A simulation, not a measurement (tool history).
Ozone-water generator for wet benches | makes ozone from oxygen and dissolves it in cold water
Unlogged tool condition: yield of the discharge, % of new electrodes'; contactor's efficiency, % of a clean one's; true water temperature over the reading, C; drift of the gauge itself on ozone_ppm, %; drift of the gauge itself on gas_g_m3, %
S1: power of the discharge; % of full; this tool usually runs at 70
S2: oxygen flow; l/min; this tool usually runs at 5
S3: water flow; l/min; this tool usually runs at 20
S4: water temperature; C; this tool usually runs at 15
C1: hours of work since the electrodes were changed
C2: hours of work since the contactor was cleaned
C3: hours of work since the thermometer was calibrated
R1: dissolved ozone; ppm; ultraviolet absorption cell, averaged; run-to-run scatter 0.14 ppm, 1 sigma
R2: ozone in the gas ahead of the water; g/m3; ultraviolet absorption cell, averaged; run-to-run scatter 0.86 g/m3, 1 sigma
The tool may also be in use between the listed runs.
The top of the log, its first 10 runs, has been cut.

run	hour	S1	S2	S3	S4	C1	C2	C3	R1	R2
11	1609	70	5	20	15	9431	6089	4447	12.1	118.3
12	1836.4	70	5	20	15	9631	6289	4647	12.3	117.1
13	2042.3	70	5	20	15	9812	6470	4828	12.2	116.5
14	2172.4	70	5.81	20	15	9926	6585	4943	12.5	110.7
15	2344.6	70	5.81	20	15	10078	6736	5094	12.6	109
16	2576.4	70	5.81	20	15	10282	6940	5298	12.2	110.2
17	2745.8	70	5.81	20	15	10431	7089	5447	12.3	110.3
# hour 2775.2: water thermometer calibrated
18	2983.8	49	4.84	13	15	10640	7298	184	13.1	95.7
# hour 3088.5: contactor cleaned
19	3115.3	43	5	30	11	10752	24	296	7.2	88.6
20	3287.9	70	3.5	29	11	10904	175	448	8.5	130.3
21	3417.6	92	3.5	29	14	11018	290	562	9.6	152.1
22	3543.2	90	3.62	28	14	11129	400	672	9.8	147.3
23	3729.4	90	4.14	28	14	11293	564	836	10.1	137.6
24	3882.6	49	2.97	29	11	11427	699	971	6.3	112.5
25	4073.1	90	5.69	20	11	11595	866	1139	15.3	123.9
26	4170	90	5.69	20	11	11680	952	1224	14.9	121.1
# hour 4197: electrodes of the discharge changed
27	4277.2	90	5.69	20	8	71	1041	1313	20.3	159.9
28	4497.6	90	5.69	20	8	265	1235	1507	20	158.3
29	4627.4	43	5	22	15	379	1349	1621	10	99.5
30	4826.8	43	2.65	22	8	554	1524	1797	8.6	127.9
31	4923.3	95	5.11	20	21	639	1609	1882	17.1	168.3
32	5100.5	71	3.75	19	17	795	1765	2037	14.3	154.5
33	5240.8	46	3.33	20	15	919	1889	2161	10.1	121.9

3 options for the next run, each taken on its own from the tool as it stands now. Forecast them:
A	5390.2	81	2.58	20	15	1050	2020	2292	?	?
B	5390.2	70	5	14	15	1050	2020	2292	?	?
C	5390.2	77	3.02	20	15	1050	2020	2292	?	?

run	R1	R2
A	13.6	195.6
B	18.9	139.2
C	13.9	178
Without the tool's unlogged condition, the same runs would have read:
run	R1	R2
A	14.1	199.1
B	19.7	141.5
C	14.5	181.1

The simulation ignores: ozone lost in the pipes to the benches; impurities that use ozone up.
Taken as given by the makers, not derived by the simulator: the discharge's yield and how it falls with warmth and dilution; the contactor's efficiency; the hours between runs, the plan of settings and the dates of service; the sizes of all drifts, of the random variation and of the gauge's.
